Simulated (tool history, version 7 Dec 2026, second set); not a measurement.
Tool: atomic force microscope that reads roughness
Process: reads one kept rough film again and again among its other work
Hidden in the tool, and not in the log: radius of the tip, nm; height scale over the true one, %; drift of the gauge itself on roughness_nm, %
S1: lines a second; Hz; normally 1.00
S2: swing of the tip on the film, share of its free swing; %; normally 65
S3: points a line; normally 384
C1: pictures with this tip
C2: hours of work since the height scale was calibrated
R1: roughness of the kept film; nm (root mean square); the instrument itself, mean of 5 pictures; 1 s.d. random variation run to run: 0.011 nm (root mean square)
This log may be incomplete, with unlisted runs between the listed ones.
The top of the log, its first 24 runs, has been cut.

run,day,S1,S2,S3,C1,C2,R1
25,20.729,2.35,66,481,38,564,2.532
26,21.658,1.00,74,284,59,577,2.550
27,22.158,2.07,75,262,70,583,2.496
28,22.696,2.07,75,262,83,591,2.479
29,23.604,2.83,70,1005,103,603,2.483
30,24.383,2.83,70,756,121,613,2.473
31,25.258,2.83,70,756,141,625,2.493
32,26.175,1.84,85,710,162,637,2.411
33,26.796,1.84,85,710,176,645,2.420
34,27.750,1.84,85,710,198,658,2.404
35,28.508,3.96,60,384,215,668,2.493
36,28.971,1.02,69,775,225,674,2.562
37,29.517,1.02,69,775,238,682,2.542

5 ways to go on from here, each from the tool as it stands after run 37. What would each give?
A,30.504,1.02,60,775,260,695,?
B,30.504,0.79,79,640,260,695,?
C,30.504,2.10,85,1016,260,695,?
D,30.504,1.02,59,775,260,695,?
E,30.504,1.00,90,961,260,695,?

run,R1
A,2.554
B,2.526
C,2.373
D,2.588
E,2.439
Had the tool no hidden state, the same runs would have come out as:
run,R1
A,2.605
B,2.577
C,2.421
D,2.640
E,2.488

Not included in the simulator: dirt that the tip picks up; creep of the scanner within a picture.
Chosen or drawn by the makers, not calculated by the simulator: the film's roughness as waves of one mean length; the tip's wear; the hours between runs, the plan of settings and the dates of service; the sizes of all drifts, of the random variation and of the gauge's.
